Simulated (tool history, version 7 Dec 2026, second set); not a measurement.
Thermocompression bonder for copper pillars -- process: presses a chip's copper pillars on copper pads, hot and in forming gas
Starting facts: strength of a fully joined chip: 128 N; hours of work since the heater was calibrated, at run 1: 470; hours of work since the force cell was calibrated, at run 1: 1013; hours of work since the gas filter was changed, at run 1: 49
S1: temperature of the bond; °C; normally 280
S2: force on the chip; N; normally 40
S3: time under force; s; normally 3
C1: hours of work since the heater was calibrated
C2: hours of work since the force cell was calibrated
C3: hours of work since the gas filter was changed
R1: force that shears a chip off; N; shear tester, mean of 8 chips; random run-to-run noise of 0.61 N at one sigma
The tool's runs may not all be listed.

Run 1, hour 0: usual settings; C1 470; C2 1013; C3 49. Result: R1 95.1 N.
Run 2, hour 45.2: usual settings but S1 266 °C; C1 495; C2 1037; C3 73. Result: R1 84.3 N.
Run 3, hour 82.5: usual settings but S1 266 °C; C1 515; C2 1057; C3 93. Result: R1 82.7 N.
Run 4, hour 115.9: usual settings but S1 266 °C; C1 533; C2 1075; C3 111. Result: R1 83.8 N.
Run 5, hour 166.3: usual settings; C1 560; C2 1102; C3 138. Result: R1 94.8 N.
Run 6, hour 196: usual settings; C1 576; C2 1118; C3 154. Result: R1 93.3 N.
Run 7, hour 220.2: usual settings; C1 589; C2 1131; C3 167. Result: R1 94.6 N.
Run 8, hour 262.6: usual settings; C1 611; C2 1154; C3 190. Result: R1 94.2 N.
Run 9, hour 290.2: usual settings but S2 43 N; C1 626; C2 1168; C3 205. Result: R1 96 N.
Run 10, hour 338.2: usual settings but S2 43 N; C1 652; C2 1194; C3 230. Result: R1 95.9 N.
Run 11, hour 373.6: usual settings but S2 43 N; C1 671; C2 1213; C3 249. Result: R1 95 N.
At hour 397.2: forming gas filter changed.
Run 12, hour 420.1: usual settings; C1 696; C2 1238; C3 12. Result: R1 95.6 N.
Run 13, hour 468.5: usual settings; C1 722; C2 1264; C3 38. Result: R1 96.1 N.
Run 14, hour 496.1: usual settings; C1 736; C2 1279; C3 53. Result: R1 96.3 N.
Run 15, hour 541.6: usual settings; C1 761; C2 1303; C3 77. Result: R1 96.3 N.
Run 16, hour 580.2: usual settings; C1 781; C2 1324; C3 98. Result: R1 96.1 N.
Run 17, hour 635: usual settings but S2 32 N; C1 811; C2 1353; C3 128. Result: R1 89.5 N.
Run 18, hour 668.4: usual settings but S2 32 N; C1 829; C2 1371; C3 145. Result: R1 89.6 N.
Run 19, hour 693.8: usual settings but S2 32 N; C1 842; C2 1385; C3 159. Result: R1 89.4 N.
Run 20, hour 718.4: usual settings but S2 32 N; C1 856; C2 1398; C3 172. Result: R1 89.2 N.
Run 21, hour 770.9: usual settings; C1 884; C2 1426; C3 200. Result: R1 96.1 N.
Run 22, hour 801.4: usual settings but S2 32 N; C1 900; C2 1442; C3 217. Result: R1 88.9 N.
Run 23, hour 851.4: usual settings but S3 2 s; C1 927; C2 1469; C3 244. Result: R1 87.7 N.
At hour 883.7: forming gas filter changed.
Run 24, hour 891.6: usual settings but S1 274 °C, S2 47 N, S3 8 s; C1 948; C2 1490; C3 4. Result: R1 116.7 N.
Run 25, hour 937.1: usual settings but S1 274 °C, S2 47 N, S3 8 s; C1 973; C2 1515; C3 29. Result: R1 115.1 N.
Run 26, hour 986.8: usual settings but S1 274 °C, S2 44 N; C1 999; C2 1541; C3 55. Result: R1 96.7 N.
Run 27, hour 1034.3: usual settings but S2 60 N; C1 1025; C2 1567; C3 81. Result: R1 109.4 N.
Run 28, hour 1086.7: usual settings but S1 295 °C, S2 53 N, S3 6 s; C1 1053; C2 1595; C3 109. Result: R1 123 N.
Run 29, hour 1136.8: usual settings but S1 295 °C, S2 53 N, S3 6 s; C1 1080; C2 1622; C3 136. Result: R1 122.6 N.
Run 30, hour 1167.2: usual settings but S1 295 °C, S2 53 N, S3 6 s; C1 1096; C2 1638; C3 152. Result: R1 120.8 N.
Run 31, hour 1198.1: usual settings but S2 39 N, S3 2 s; C1 1113; C2 1655; C3 169. Result: R1 87.4 N.
Run 32, hour 1240.4: usual settings but S2 27 N, S3 8 s; C1 1135; C2 1677; C3 191. Result: R1 106.4 N.
Run 33, hour 1277.8: usual settings but S1 278 °C, S2 26 N, S3 8 s; C1 1155; C2 1698; C3 211. Result: R1 104.4 N.
Run 34, hour 1302.5: usual settings but S1 285 °C, S2 26 N; C1 1169; C2 1711; C3 225. Result: R1 88.9 N.
At hour 1349.6: heater calibrated with a thermocouple chip.
Run 35, hour 1350.4: usual settings but S1 285 °C, S2 26 N; C1 0; C2 1735; C3 249. Result: R1 80.8 N.
At hour 1373.5: forming gas filter changed.
Run 36, hour 1401.1: usual settings but S1 285 °C, S2 26 N; C1 27; C2 1762; C3 15. Result: R1 82.6 N.
Run 37, hour 1454.6: usual settings but S1 283 °C, S2 26 N, S3 4 s; C1 56; C2 1791; C3 44. Result: R1 88.2 N.
Run 38, hour 1481.9: usual settings but S1 283 °C, S2 24 N, S3 8 s; C1 71; C2 1806; C3 58. Result: R1 100 N.
Run 39, hour 1522.8: usual settings but S1 286 °C, S2 43 N, S3 8 s; C1 93; C2 1828; C3 80. Result: R1 115.8 N.
Run 40, hour 1558.5: usual settings but S1 286 °C, S2 26 N, S3 5 s; C1 112; C2 1847; C3 99. Result: R1 95.8 N.
At hour 1571.4: force cell calibrated.
Run 41, hour 1607.1: usual settings but S1 286 °C, S2 26 N, S3 5 s; C1 137; C2 19; C3 125. Result: R1 93.8 N.

The same runs without the tool's hidden state, with the same run-to-run variation:
Hidden state present: true temperature of the bond over the reading, C; force that reaches the chip, % of what is set; oxide that the forming gas leaves, % of the face; drift of the gauge itself on shear_n, %.
run     R1
  1   91.4
  2   80.1
  3   78.6
  4   79.7
  5   91.3
  6   89.9
  7   91.2
  8   90.9
  9   92.8
 10   92.8
 11     92
 12     90
 13   90.5
 14   90.8
 15   90.8
 16   90.6
 17   83.7
 18   83.8
 19   83.8
 20   83.6
 21   90.9
 22   83.3
 23   82.1
 24  111.7
 25  110.3
 26   89.3
 27  103.5
 28  121.1
 29  120.9
 30  119.2
 31     80
 32  100.8
 33   98.5
 34   81.7
 35   81.1
 36   80.9
 37   86.6
 38   98.8
 39  115.5
 40   94.5
 41   93.9

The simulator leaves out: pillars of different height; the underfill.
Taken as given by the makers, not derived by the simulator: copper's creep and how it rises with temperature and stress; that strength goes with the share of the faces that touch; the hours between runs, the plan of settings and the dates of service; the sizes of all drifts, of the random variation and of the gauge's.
